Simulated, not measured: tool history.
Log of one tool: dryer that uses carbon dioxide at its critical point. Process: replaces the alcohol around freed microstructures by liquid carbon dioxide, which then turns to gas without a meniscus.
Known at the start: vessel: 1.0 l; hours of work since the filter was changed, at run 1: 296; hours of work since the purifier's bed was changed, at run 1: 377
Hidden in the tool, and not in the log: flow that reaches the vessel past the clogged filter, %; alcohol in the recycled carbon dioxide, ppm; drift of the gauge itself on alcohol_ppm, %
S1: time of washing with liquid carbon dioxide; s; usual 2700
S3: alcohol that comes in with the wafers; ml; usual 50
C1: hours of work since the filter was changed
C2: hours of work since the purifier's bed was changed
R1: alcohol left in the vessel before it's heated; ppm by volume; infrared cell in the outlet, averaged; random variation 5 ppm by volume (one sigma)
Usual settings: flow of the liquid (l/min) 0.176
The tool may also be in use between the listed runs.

run 1 hour=0 | S1=2700 flow_of_the_liquid_(l/min)=0.176 S3=50 | C1=296 C2=377 | R1=133
run 2 hour=10.9 | S1=2700 flow_of_the_liquid_(l/min)=0.176 S3=50 | C1=303 C2=384 | R1=133
run 3 hour=22.7 | S1=2700 flow_of_the_liquid_(l/min)=0.176 S3=50 | C1=311 C2=391 | R1=141
run 4 hour=34.1 | S1=2700 flow_of_the_liquid_(l/min)=0.157 S3=50 | C1=318 C2=399 | R1=213
run 5 hour=49.9 | S1=2700 flow_of_the_liquid_(l/min)=0.175 S3=50 | C1=328 C2=409 | R1=143
run 6 hour=65.7 | S1=2700 flow_of_the_liquid_(l/min)=0.16 S3=50 | C1=338 C2=419 | R1=206
run 7 hour=82.7 | S1=1980 flow_of_the_liquid_(l/min)=0.176 S3=50 | C1=349 C2=430 | R1=479
-- hour=89.9 inlet filter changed
run 8 hour=97.9 | S1=2700 flow_of_the_liquid_(l/min)=0.176 S3=50 | C1=5 C2=439 | R1=112
run 9 hour=111.5 | S1=3060 flow_of_the_liquid_(l/min)=0.184 S3=118 | C1=14 C2=447 | R1=117
run 10 hour=121.5 | S1=1680 flow_of_the_liquid_(l/min)=0.17 S3=50 | C1=20 C2=454 | R1=700
run 11 hour=138 | S1=3180 flow_of_the_liquid_(l/min)=0.176 S3=50 | C1=31 C2=464 | R1=99
run 12 hour=154.3 | S1=4200 flow_of_the_liquid_(l/min)=0.111 S3=50 | C1=41 C2=475 | R1=140
run 13 hour=165.3 | S1=1620 flow_of_the_liquid_(l/min)=0.176 S3=110 | C1=48 C2=482 | R1=1522
run 14 hour=180.5 | S1=1620 flow_of_the_liquid_(l/min)=0.176 S3=110 | C1=58 C2=491 | R1=1509
run 15 hour=197.2 | S1=2520 flow_of_the_liquid_(l/min)=0.176 S3=24 | C1=68 C2=502 | R1=114

The same runs without the tool's hidden state, with the same run-to-run variation:
run=1 R1=37
run=2 R1=35
run=3 R1=39
run=4 R1=78
run=5 R1=35
run=6 R1=71
run=7 R1=226
run=8 R1=34
run=9 R1=33
run=10 R1=589
run=11 R1=13
run=12 R1=49
run=13 R1=1312
run=14 R1=1283
run=15 R1=20
